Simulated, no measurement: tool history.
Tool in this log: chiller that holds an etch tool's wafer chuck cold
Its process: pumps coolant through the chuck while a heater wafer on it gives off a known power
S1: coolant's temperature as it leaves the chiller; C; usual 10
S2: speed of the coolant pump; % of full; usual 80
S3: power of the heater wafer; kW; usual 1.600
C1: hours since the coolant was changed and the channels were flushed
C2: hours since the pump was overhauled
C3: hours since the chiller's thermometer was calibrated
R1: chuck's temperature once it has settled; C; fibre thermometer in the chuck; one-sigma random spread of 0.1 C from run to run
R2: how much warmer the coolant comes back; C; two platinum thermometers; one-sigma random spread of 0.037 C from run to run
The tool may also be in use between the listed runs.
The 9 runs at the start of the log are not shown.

{"hour": 324.6, "done": "chiller's thermometer calibrated"}
{"run": 10, "hour": 348.0, "S1": 10, "S2": 69, "S3": 1.6, "C1": 3125, "C2": 1754, "C3": 23, "R1": 31.7, "R2": 8.69}
{"run": 11, "hour": 381.3, "S1": 10, "S2": 69, "S3": 1.6, "C1": 3159, "C2": 1787, "C3": 57, "R1": 31.9, "R2": 8.67}
{"run": 12, "hour": 421.7, "S1": 10, "S2": 71, "S3": 1.6, "C1": 3199, "C2": 1828, "C3": 97, "R1": 31.2, "R2": 8.42}
{"run": 13, "hour": 472.8, "S1": 10, "S2": 71, "S3": 1.6, "C1": 3250, "C2": 1879, "C3": 148, "R1": 31.2, "R2": 8.48}
{"run": 14, "hour": 501.4, "S1": 10, "S2": 80, "S3": 1.6, "C1": 3279, "C2": 1907, "C3": 177, "R1": 29.7, "R2": 7.47}
{"run": 15, "hour": 546.9, "S1": 10, "S2": 80, "S3": 0.832, "C1": 3324, "C2": 1953, "C3": 222, "R1": 20.4, "R2": 3.91}
{"run": 16, "hour": 578.4, "S1": 18, "S2": 80, "S3": 0.832, "C1": 3356, "C2": 1984, "C3": 254, "R1": 28.3, "R2": 3.87}
{"hour": 582.4, "done": "chiller's thermometer calibrated, once more"}
{"run": 17, "hour": 629.3, "S1": 2, "S2": 66, "S3": 1.325, "C1": 3406, "C2": 2034, "C3": 47, "R1": 20.5, "R2": 7.63}
{"run": 18, "hour": 680.9, "S1": 2, "S2": 100, "S3": 0.927, "C1": 3457, "C2": 2086, "C3": 98, "R1": 11.6, "R2": 3.35}
{"run": 19, "hour": 729.5, "S1": 2, "S2": 100, "S3": 0.927, "C1": 3506, "C2": 2134, "C3": 147, "R1": 11.5, "R2": 3.37}
{"run": 20, "hour": 766.9, "S1": 14, "S2": 74, "S3": 1.6, "C1": 3543, "C2": 2172, "C3": 184, "R1": 34.4, "R2": 8.12}
{"run": 21, "hour": 792.8, "S1": 14, "S2": 74, "S3": 1.6, "C1": 3569, "C2": 2198, "C3": 210, "R1": 34.6, "R2": 8.17}
{"run": 22, "hour": 828.9, "S1": 7, "S2": 75, "S3": 0.893, "C1": 3605, "C2": 2234, "C3": 246, "R1": 18.3, "R2": 4.48}
{"run": 23, "hour": 879.9, "S1": 19, "S2": 74, "S3": 1.499, "C1": 3656, "C2": 2285, "C3": 297, "R1": 38.5, "R2": 7.69}
{"run": 24, "hour": 932.4, "S1": 19, "S2": 74, "S3": 1.499, "C1": 3709, "C2": 2337, "C3": 350, "R1": 38.5, "R2": 7.61}
{"run": 25, "hour": 956.6, "S1": 15, "S2": 91, "S3": 2.12, "C1": 3733, "C2": 2361, "C3": 374, "R1": 38.3, "R2": 8.67}
{"run": 26, "hour": 979.7, "S1": 15, "S2": 91, "S3": 1.139, "C1": 3756, "C2": 2384, "C3": 397, "R1": 27.6, "R2": 4.66}
{"run": 27, "hour": 1006.7, "S1": 3, "S2": 73, "S3": 1.309, "C1": 3783, "C2": 2412, "C3": 424, "R1": 20.1, "R2": 6.79}
{"run": 28, "hour": 1045.7, "S1": 3, "S2": 73, "S3": 1.309, "C1": 3822, "C2": 2451, "C3": 463, "R1": 20.4, "R2": 6.83}
{"run": 29, "hour": 1077.2, "S1": 3, "S2": 73, "S3": 1.309, "C1": 3853, "C2": 2482, "C3": 495, "R1": 20.1, "R2": 6.81}
{"run": 30, "hour": 1116.9, "S1": 19, "S2": 85, "S3": 1.309, "C1": 3893, "C2": 2522, "C3": 535, "R1": 34.4, "R2": 5.76}
{"run": 31, "hour": 1161.8, "S1": 15, "S2": 66, "S3": 2.255, "C1": 3938, "C2": 2567, "C3": 579, "R1": 47.3, "R2": 13.12}

5 options for the next run, each taken on its own from the tool as it stands now. Forecast them:
{"run": "A", "hour": 1208.7, "S1": 10, "S2": 80, "S3": 1.787, "C1": 3985, "C2": 2613, "C3": 626, "R1": "?", "R2": "?"}
{"run": "B", "hour": 1208.7, "S1": 10, "S2": 80, "S3": 1.215, "C1": 3985, "C2": 2613, "C3": 626, "R1": "?", "R2": "?"}
{"run": "C", "hour": 1208.7, "S1": 16, "S2": 80, "S3": 0.889, "C1": 3985, "C2": 2613, "C3": 626, "R1": "?", "R2": "?"}
{"run": "D", "hour": 1208.7, "S1": 15, "S2": 71, "S3": 2.255, "C1": 3985, "C2": 2613, "C3": 626, "R1": "?", "R2": "?"}
{"run": "E", "hour": 1208.7, "S1": 12, "S2": 80, "S3": 0.818, "C1": 3985, "C2": 2613, "C3": 626, "R1": "?", "R2": "?"}

run=A R1=32.3 R2=8.51
run=B R1=24.9 R2=5.73
run=C R1=27.1 R2=4.18
run=D R1=45.5 R2=12.15
run=E R1=22.2 R2=3.82
Take away the tool's hidden state, keep each run's random variation, and the runs would have read:
run=A R1=29.1 R2=7.99
run=B R1=22.7 R2=5.38
run=C R1=25.4 R2=3.93
run=D R1=41.2 R2=11.42
run=E R1=20.7 R2=3.58

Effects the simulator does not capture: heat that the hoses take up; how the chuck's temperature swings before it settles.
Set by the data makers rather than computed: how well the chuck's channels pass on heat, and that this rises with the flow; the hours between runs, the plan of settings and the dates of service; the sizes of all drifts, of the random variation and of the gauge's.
